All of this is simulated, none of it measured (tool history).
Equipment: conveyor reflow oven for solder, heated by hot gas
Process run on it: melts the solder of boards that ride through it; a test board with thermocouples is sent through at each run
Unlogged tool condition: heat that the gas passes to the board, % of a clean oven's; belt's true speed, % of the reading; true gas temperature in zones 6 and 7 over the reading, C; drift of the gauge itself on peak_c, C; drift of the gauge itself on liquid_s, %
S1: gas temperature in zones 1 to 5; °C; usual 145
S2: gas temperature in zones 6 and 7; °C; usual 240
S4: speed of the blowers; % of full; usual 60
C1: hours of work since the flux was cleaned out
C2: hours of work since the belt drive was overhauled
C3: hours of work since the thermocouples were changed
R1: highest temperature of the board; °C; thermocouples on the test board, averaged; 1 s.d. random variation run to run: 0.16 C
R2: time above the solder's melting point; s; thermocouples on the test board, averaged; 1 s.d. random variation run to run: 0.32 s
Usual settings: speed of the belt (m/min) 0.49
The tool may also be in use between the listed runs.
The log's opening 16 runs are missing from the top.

-- hour=204.7 belt drive overhauled, speed set with a stopwatch, once more
run 17 hour=212 | S1=137 S2=240 speed_of_the_belt_(m/min)=0.415 S4=60 | C1=145 C2=5 C3=818 | R1=225.7 R2=70.8
run 18 hour=224.8 | S1=151 S2=232 speed_of_the_belt_(m/min)=0.415 S4=60 | C1=154 C2=15 C3=828 | R1=220.5 R2=73.7
run 19 hour=239 | S1=145 S2=247 speed_of_the_belt_(m/min)=0.49 S4=71 | C1=165 C2=26 C3=838 | R1=231.3 R2=66.3
-- hour=257.2 flux residue cleaned out of gas plates and filters
run 20 hour=259.3 | S1=145 S2=247 speed_of_the_belt_(m/min)=0.49 S4=71 | C1=2 C2=37 C3=850 | R1=232.1 R2=66.3
run 21 hour=273.2 | S1=160 S2=251 speed_of_the_belt_(m/min)=0.464 S4=77 | C1=12 C2=47 C3=860 | R1=240.5 R2=79.3
run 22 hour=283.6 | S1=142 S2=240 speed_of_the_belt_(m/min)=0.49 S4=60 | C1=20 C2=55 C3=868 | R1=221.5 R2=59.5
run 23 hour=297.7 | S1=145 S2=242 speed_of_the_belt_(m/min)=0.576 S4=60 | C1=30 C2=66 C3=878 | R1=217.5 R2=47.5
run 24 hour=311.2 | S1=145 S2=242 speed_of_the_belt_(m/min)=0.576 S4=60 | C1=40 C2=76 C3=889 | R1=217.6 R2=47.5
run 25 hour=318.4 | S1=141 S2=242 speed_of_the_belt_(m/min)=0.459 S4=62 | C1=46 C2=81 C3=894 | R1=225.7 R2=65.9
run 26 hour=333.4 | S1=141 S2=242 speed_of_the_belt_(m/min)=0.459 S4=62 | C1=57 C2=92 C3=905 | R1=225.8 R2=65.9
run 27 hour=341.4 | S1=141 S2=242 speed_of_the_belt_(m/min)=0.459 S4=62 | C1=63 C2=98 C3=911 | R1=225.8 R2=66.1
run 28 hour=354 | S1=141 S2=242 speed_of_the_belt_(m/min)=0.459 S4=62 | C1=72 C2=107 C3=920 | R1=226.1 R2=66.2
run 29 hour=368.4 | S1=156 S2=242 speed_of_the_belt_(m/min)=0.444 S4=62 | C1=83 C2=118 C3=931 | R1=229.3 R2=76
run 30 hour=381.8 | S1=151 S2=240 speed_of_the_belt_(m/min)=0.49 S4=60 | C1=93 C2=128 C3=941 | R1=223 R2=63.5

Consider 4 possible next runs. They are alternatives, not a sequence: every one starts from the tool as it was left by run 30. What does each give?
run A hour=392.9 | S1=145 S2=228 speed_of_the_belt_(m/min)=0.409 S4=60 | C1=101 C2=136 C3=949 | R1=? R2=?
run B hour=392.9 | S1=151 S2=242 speed_of_the_belt_(m/min)=0.49 S4=60 | C1=101 C2=136 C3=949 | R1=? R2=?
run C hour=392.9 | S1=151 S2=252 speed_of_the_belt_(m/min)=0.49 S4=60 | C1=101 C2=136 C3=949 | R1=? R2=?
run D hour=392.9 | S1=135 S2=242 speed_of_the_belt_(m/min)=0.535 S4=60 | C1=101 C2=136 C3=949 | R1=? R2=?

run=A R1=216.7 R2=69.4
run=B R1=224.8 R2=64.4
run=C R1=233 R2=69.4
run=D R1=218.4 R2=48.8
The same runs, with their run-to-run variation unchanged, on a tool lacking any hidden condition would have given:
run=A R1=216.2 R2=68.9
run=B R1=224.5 R2=64
run=C R1=232.7 R2=69.1
run=D R1=218.1 R2=48.6

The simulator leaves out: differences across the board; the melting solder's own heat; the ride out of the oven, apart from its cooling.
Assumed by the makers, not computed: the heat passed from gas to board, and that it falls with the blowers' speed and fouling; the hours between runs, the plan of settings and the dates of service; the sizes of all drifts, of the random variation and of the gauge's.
